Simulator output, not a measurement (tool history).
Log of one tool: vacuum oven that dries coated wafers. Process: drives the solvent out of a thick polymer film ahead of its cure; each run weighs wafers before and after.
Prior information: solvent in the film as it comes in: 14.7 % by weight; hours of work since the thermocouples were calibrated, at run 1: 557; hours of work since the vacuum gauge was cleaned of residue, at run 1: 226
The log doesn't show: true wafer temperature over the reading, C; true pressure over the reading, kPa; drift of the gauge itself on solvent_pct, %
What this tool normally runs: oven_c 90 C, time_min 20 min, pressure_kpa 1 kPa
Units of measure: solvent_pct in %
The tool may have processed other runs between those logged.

run   hour  oven_c  time_min  pressure_kpa  hours of work since the thermocouples were calibrated  hours of work since the vacuum gauge was cleaned of residue  solvent_pct
  1      0      90        20             1                                                    557                                                          226         4.75
  2   14.9      90        20             1                                                    567                                                          236         4.74
  3   33.9      90        20             1                                                    579                                                          248         4.69
  4   49.1      90        20             1                                                    589                                                          258         4.87
  5   59.8      90        20             1                                                    596                                                          265          4.9
  6   77.3      96        19             1                                                    607                                                          277         3.65
  7   86.1      96        29             1                                                    613                                                          282         2.47
  8   94.7      96        11           1.1                                                    619                                                          288         5.58
  9  105.2      90        17             1                                                    626                                                          295          5.5
 10  119.3      90        17             1                                                    635                                                          304         5.49

3 options for the next run, each taken on its own from the tool as it stands now. Forecast them:
  A  134.9     105        22             1                                                    645                                                          314            ?
  B  134.9      90        17          2.92                                                    645                                                          314            ?
  C  134.9      95        10          0.79                                                    645                                                          314            ?

run  solvent_pct
  A          1.8
  B         8.57
  C         5.96
The same runs, with their run-to-run variation unchanged, on a tool lacking any hidden condition would have given:
run  solvent_pct
  A         1.54
  B         8.08
  C         5.57

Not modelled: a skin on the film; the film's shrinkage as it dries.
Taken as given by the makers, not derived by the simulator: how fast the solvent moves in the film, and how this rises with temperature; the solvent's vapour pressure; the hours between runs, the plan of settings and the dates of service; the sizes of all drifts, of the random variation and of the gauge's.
